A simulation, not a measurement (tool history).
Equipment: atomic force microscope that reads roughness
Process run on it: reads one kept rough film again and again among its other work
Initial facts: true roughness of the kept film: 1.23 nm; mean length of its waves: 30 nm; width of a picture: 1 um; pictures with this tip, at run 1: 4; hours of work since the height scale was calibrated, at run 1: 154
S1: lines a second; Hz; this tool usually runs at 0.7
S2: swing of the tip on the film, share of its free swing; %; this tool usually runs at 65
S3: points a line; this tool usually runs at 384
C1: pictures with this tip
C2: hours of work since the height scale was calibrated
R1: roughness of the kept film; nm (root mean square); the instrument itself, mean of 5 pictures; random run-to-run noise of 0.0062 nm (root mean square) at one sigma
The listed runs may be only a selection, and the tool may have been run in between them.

run	hour	S1	S2	S3	C1	C2	R1
1	0	0.7	65	384	4	154	1.162
2	26.1	0.7	65	384	23	165	1.15
3	39.9	0.7	65	384	34	171	1.154
4	61.7	0.7	65	384	50	181	1.134
5	77.1	0.7	65	766	61	188	1.133
6	97.5	0.7	65	766	77	197	1.122
7	115.9	0.7	65	384	90	205	1.128
8	135.8	0.7	65	384	105	214	1.104
9	162.1	0.7	65	384	125	225	1.1
10	187.3	0.7	65	384	144	236	1.082
11	215.6	0.7	65	384	165	249	1.083
12	241.7	0.7	69	384	184	260	1.065
13	271.2	0.7	69	384	206	273	1.054
# hour 277.6: new tip fitted
14	293.9	0.7	57	384	13	283	1.159
15	314.7	0.7	57	384	28	292	1.151
16	337.9	0.7	57	384	45	303	1.147
17	361.5	0.7	65	384	63	313	1.12
18	383.7	0.7	65	384	80	323	1.124
19	401.7	0.7	65	384	93	331	1.106
20	421.8	0.7	65	384	108	340	1.106
21	446.9	0.7	65	384	127	351	1.095
22	473.1	0.7	65	384	146	362	1.075
23	493.7	0.7	65	384	162	371	1.08
24	511.7	0.7	65	384	175	379	1.072
25	529.8	0.7	65	384	188	387	1.067
26	552.8	0.7	65	384	206	398	1.056
# hour 560.2: new tip fitted
27	570.6	0.7	65	900	7	405	1.166
28	596.2	0.835	65	904	27	417	1.155
29	612.3	0.56	77	519	39	424	1.134
30	641.3	0.7	80	761	60	436	1.118
31	669.4	0.7	80	761	81	449	1.114
32	683.9	1.388	55	269	92	455	1.109
33	700	1.388	55	269	104	462	1.089
34	712.3	1.388	74	269	113	468	1.058
35	735.9	1.388	74	269	131	478	1.046
36	760	1.388	65	310	149	489	1.063
37	779.9	0.7	65	881	164	498	1.081
38	807.8	2.019	67	384	184	510	1.035
39	829.8	0.575	71	549	201	520	1.053
# hour 843: new tip fitted
40	843	0.7	65	685	0	525	1.173
41	864.1	1.103	65	384	16	535	1.149
42	878.2	0.504	65	929	26	541	1.164
43	902.5	0.504	65	929	45	552	1.142
44	920.8	2.462	74	709	58	560	1.073
45	933.2	3.431	74	709	67	565	1.029
46	956.1	3.431	74	709	84	575	1.017
47	971	0.7	65	355	96	582	1.107
48	992.9	3.756	70	398	112	592	1.019
49	1013.8	1.073	81	736	127	601	1.061
50	1033.4	0.942	62	412	142	610	1.088
51	1049.1	0.507	82	466	154	616	1.072
52	1070.3	0.937	61	539	170	626	1.073

Some steps in R1, run to run, broken into two amounts with sign: the step expected even without the hidden condition (settings, incoming material, random variation), and the rest, left for the hidden condition together with whatever gauge scatter is not in both the measured and the hidden-condition-free result:
The hidden state here: radius of the tip, nm; height scale over the true one, %; drift of the gauge itself on roughness_nm, %.
Run 13 -> 14: S2 69 -> 57, new tip fitted. R1 +0.105 nm (root mean square): hidden state +0.097, all else +0.008.
Run 26 -> 27: S3 384 -> 900, new tip fitted. R1 +0.11 nm (root mean square): hidden state +0.103, all else +0.007.
Run 39 -> 40: S1 0.575 -> 0.7, S2 71 -> 65, S3 549 -> 685, new tip fitted. R1 +0.12 nm (root mean square): hidden state +0.105, all else +0.015.
